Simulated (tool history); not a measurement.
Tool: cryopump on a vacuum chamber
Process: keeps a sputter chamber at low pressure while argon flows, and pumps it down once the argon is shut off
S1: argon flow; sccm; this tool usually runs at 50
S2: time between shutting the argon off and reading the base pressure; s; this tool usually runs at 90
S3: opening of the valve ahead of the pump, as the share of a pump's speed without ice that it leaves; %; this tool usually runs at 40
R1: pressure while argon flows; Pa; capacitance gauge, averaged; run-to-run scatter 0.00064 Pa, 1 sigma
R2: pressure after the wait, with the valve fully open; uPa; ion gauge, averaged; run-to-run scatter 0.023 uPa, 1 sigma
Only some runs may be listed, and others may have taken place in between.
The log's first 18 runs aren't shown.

{"run": 19, "hour": 290.5, "S1": 47, "S2": 35, "S3": 35, "R1": 0.1127, "R2": 2.02}
{"run": 20, "hour": 303.0, "S1": 47, "S2": 28, "S3": 36, "R1": 0.1091, "R2": 2.39}
{"run": 21, "hour": 317.5, "S1": 84, "S2": 173, "S3": 29, "R1": 0.2391, "R2": 0.62}
{"run": 22, "hour": 339.6, "S1": 47, "S2": 173, "S3": 22, "R1": 0.1774, "R2": 0.67}
{"run": 23, "hour": 353.8, "S1": 47, "S2": 173, "S3": 22, "R1": 0.176, "R2": 0.63}
{"run": 24, "hour": 370.2, "S1": 79, "S2": 114, "S3": 22, "R1": 0.2988, "R2": 0.83}
{"run": 25, "hour": 391.1, "S1": 49, "S2": 27, "S3": 52, "R1": 0.0814, "R2": 2.52}
{"run": 26, "hour": 406.0, "S1": 50, "S2": 146, "S3": 40, "R1": 0.1074, "R2": 0.69}
{"run": 27, "hour": 426.4, "S1": 50, "S2": 146, "S3": 40, "R1": 0.1065, "R2": 0.71}
{"run": 28, "hour": 445.0, "S1": 43, "S2": 41, "S3": 40, "R1": 0.0912, "R2": 1.73}
{"run": 29, "hour": 462.7, "S1": 43, "S2": 41, "S3": 40, "R1": 0.0926, "R2": 1.74}
{"run": 30, "hour": 482.4, "S1": 24, "S2": 88, "S3": 49, "R1": 0.0427, "R2": 1.01}
{"run": 31, "hour": 500.2, "S1": 24, "S2": 84, "S3": 49, "R1": 0.0429, "R2": 0.98}
{"run": 32, "hour": 516.6, "S1": 72, "S2": 300, "S3": 56, "R1": 0.114, "R2": 0.53}

Predict each of these 5 candidate next runs independently; none follows another, all start after run 32:
{"run": "A", "hour": 532.1, "S1": 29, "S2": 219, "S3": 42, "R1": "?", "R2": "?"}
{"run": "B", "hour": 532.1, "S1": 35, "S2": 66, "S3": 56, "R1": "?", "R2": "?"}
{"run": "C", "hour": 532.1, "S1": 50, "S2": 37, "S3": 40, "R1": "?", "R2": "?"}
{"run": "D", "hour": 532.1, "S1": 74, "S2": 67, "S3": 34, "R1": "?", "R2": "?"}
{"run": "E", "hour": 532.1, "S1": 84, "S2": 90, "S3": 35, "R1": "?", "R2": "?"}

run=A R1=0.0597 R2=0.58
run=B R1=0.0555 R2=1.23
run=C R1=0.1082 R2=1.95
run=D R1=0.1874 R2=1.15
run=E R1=0.2059 R2=0.98
Without the tool's unlogged condition, the same runs would have read:
run=A R1=0.0556 R2=0.42
run=B R1=0.0506 R2=1.07
run=C R1=0.1011 R2=1.78
run=D R1=0.1769 R2=0.99
run=E R1=0.1940 R2=0.81

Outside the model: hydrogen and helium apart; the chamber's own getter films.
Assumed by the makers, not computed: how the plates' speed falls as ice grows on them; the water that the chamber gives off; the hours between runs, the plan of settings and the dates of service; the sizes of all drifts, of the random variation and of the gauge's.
